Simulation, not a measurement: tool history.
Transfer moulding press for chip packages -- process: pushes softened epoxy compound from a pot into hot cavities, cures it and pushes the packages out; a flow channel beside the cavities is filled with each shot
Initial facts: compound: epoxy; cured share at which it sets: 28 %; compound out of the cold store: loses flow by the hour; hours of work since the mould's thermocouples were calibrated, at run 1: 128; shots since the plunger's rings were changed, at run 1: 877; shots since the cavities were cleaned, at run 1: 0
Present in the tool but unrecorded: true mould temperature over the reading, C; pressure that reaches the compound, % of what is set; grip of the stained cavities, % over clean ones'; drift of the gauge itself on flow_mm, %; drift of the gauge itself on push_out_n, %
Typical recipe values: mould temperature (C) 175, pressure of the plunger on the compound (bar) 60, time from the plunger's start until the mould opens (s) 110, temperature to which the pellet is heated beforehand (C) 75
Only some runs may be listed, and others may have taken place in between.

run    hour  mould temperature (C)  pressure of the plunger on the compound (bar)  time from the plunger's start until the mould opens (s)  temperature to which the pellet is heated beforehand (C)  hours of work since the mould's thermocouples were calibrated  shots since the plunger's rings were changed  shots since the cavities were cleaned  incoming compound's hours out of the cold store  length that the compound runs in the flow channel (mm)  greatest force on the pins that push the packages out (N)
  1       0                    175                                             60                                                      110                                                        75                                                            128                                           877                                      0                                             26.8                                                     693                                                        465
       48.9  -- cavities cleaned with cleaning compound and waxed
  2    78.7                    175                                             60                                                      110                                                        75                                                            187                                          1809                                    360                                             42.1                                                     632                                                        801
       98.1  -- cavities cleaned with cleaning compound and waxed
  3   140.3                    175                                             60                                                      110                                                        75                                                            232                                          2535                                    510                                             47.5                                                     602                                                        877
      146.2  -- cavities cleaned with cleaning compound and waxed
      194.6  -- cavities cleaned with cleaning compound and waxed
  4   194.6                    175                                             60                                                      101                                                        75                                                            271                                          3153                                      0                                             19.3                                                     714                                                        523
      242.6  -- cavities cleaned with cleaning compound and waxed
  5     263                    175                                             60                                                      110                                                        75                                                            321                                          3961                                    247                                             47.5                                                     594                                                        745
      293.6  -- cavities cleaned with cleaning compound and waxed
      345.3  -- cavities cleaned with cleaning compound and waxed
  6   352.4                    175                                             60                                                      110                                                        75                                                            386                                          5003                                     86                                             27.3                                                     667                                                        596
      385.8  -- plunger's sealing rings changed
  7     391                    175                                             60                                                      110                                                        75                                                            414                                            61                                    521                                             47.7                                                     615                                                        850
        400  -- cavities cleaned with cleaning compound and waxed
      444.9  -- cavities cleaned with cleaning compound and waxed
  8   452.8                    175                                           67.8                                                      110                                                        75                                                            458                                           771                                     95                                             36.6                                                     697                                                        615
      494.4  -- cavities cleaned with cleaning compound and waxed
  9   517.9                    175                                           67.8                                                      110                                                        75                                                            506                                          1539                                    284                                             29.8                                                     721                                                        758
        541  -- mould's thermocouples calibrated
      542.5  -- cavities cleaned with cleaning compound and waxed
      591.9  -- cavities cleaned with cleaning compound and waxed
 10   610.5                    175                                           67.8                                                      110                                                        75                                                             50                                          2596                                    225                                             21.9                                                     754                                                        731
      644.1  -- cavities cleaned with cleaning compound and waxed
 11   653.3                    175                                           67.8                                                      110                                                        75                                                             81                                          3094                                    111                                             39.3                                                     673                                                        640
      689.6  -- cavities cleaned with cleaning compound and waxed
 12   716.8                    175                                           60.5                                                      110                                                        75                                                            128                                          3843                                    329                                             19.8                                                     716                                                        829
      738.4  -- cavities cleaned with cleaning compound and waxed
      784.3  -- cavities cleaned with cleaning compound and waxed
 13   791.5                    176                                           65.9                                                      123                                                        75                                                            182                                          4708                                     87                                             10.7                                                     783                                                        569
      835.4  -- cavities cleaned with cleaning compound and waxed
      849.6  -- plunger's sealing rings changed
 14   853.1                    176                                           65.9                                                      123                                                        75                                                            226                                            43                                    184                                             34.6                                                     698                                                        631
      883.4  -- cavities cleaned with cleaning compound and waxed
 15   926.3                    178                                             60                                                      110                                                        72                                                            280                                           908                                    517                                                9                                                     770                                                        847
      933.9  -- cavities cleaned with cleaning compound and waxed
      980.1  -- cavities cleaned with cleaning compound and waxed
 16  1003.5                    175                                           60.3                                                      110                                                        72                                                            336                                          1804                                    283                                             32.8                                                     671                                                        772
     1028.4  -- cavities cleaned with cleaning compound and waxed
     1073.5  -- cavities cleaned with cleaning compound and waxed
 17  1091.1                    175                                           60.3                                                      110                                                        72                                                            400                                          2825                                    213                                             28.7                                                     679                                                        686
     1119.2  -- cavities cleaned with cleaning compound and waxed
       1168  -- cavities cleaned with cleaning compound and waxed
 18  1168.3                    175                                           60.3                                                      110                                                        72                                                            456                                          3719                                      2                                             22.8                                                     694                                                        490
     1214.4  -- cavities cleaned with cleaning compound and waxed
 19  1240.9                    170                                             56                                                      108                                                        71                                                            510                                          4577                                    319                                             20.7                                                     684                                                        978
     1257.9  -- mould's thermocouples calibrated
     1267.5  -- cavities cleaned with cleaning compound and waxed
 20  1294.7                    170                                             56                                                      108                                                        71                                                             27                                          5185                                    328                                             39.4                                                     610                                                        971

Predict each of these 4 candidate next runs independently; none follows another, all start after run 20:
     1308.9  -- plunger's sealing rings changed
     1317.4  -- cavities cleaned with cleaning compound and waxed
  A  1339.9                    175                                             56                                                      108                                                        77                                                             58                                           356                                    271                                             13.4                                                       ?                                                          ?
     1308.9  -- plunger's sealing rings changed
     1317.4  -- cavities cleaned with cleaning compound and waxed
  B  1339.9                    170                                           61.1                                                      108                                                        83                                                             58                                           356                                    271                                             26.1                                                       ?                                                          ?
     1308.9  -- plunger's sealing rings changed
     1317.4  -- cavities cleaned with cleaning compound and waxed
  C  1339.9                    169                                             56                                                      124                                                        78                                                             58                                           356                                    271                                             15.5                                                       ?                                                          ?
     1308.9  -- plunger's sealing rings changed
     1317.4  -- cavities cleaned with cleaning compound and waxed
  D  1339.9                    178                                           62.8                                                      139                                                        75                                                             58                                           356                                    271                                               30                                                       ?                                                          ?

run  length that the compound runs in the flow channel (mm)  greatest force on the pins that push the packages out (N)
  A                                                     728                                                        791
  B                                                     715                                                        906
  C                                                     735                                                        788
  D                                                     690                                                        688
What these runs would have given with no unlogged condition in the tool:
run  length that the compound runs in the flow channel (mm)  greatest force on the pins that push the packages out (N)
  A                                                     733                                                        513
  B                                                     720                                                        589
  C                                                     739                                                        512
  D                                                     694                                                        447

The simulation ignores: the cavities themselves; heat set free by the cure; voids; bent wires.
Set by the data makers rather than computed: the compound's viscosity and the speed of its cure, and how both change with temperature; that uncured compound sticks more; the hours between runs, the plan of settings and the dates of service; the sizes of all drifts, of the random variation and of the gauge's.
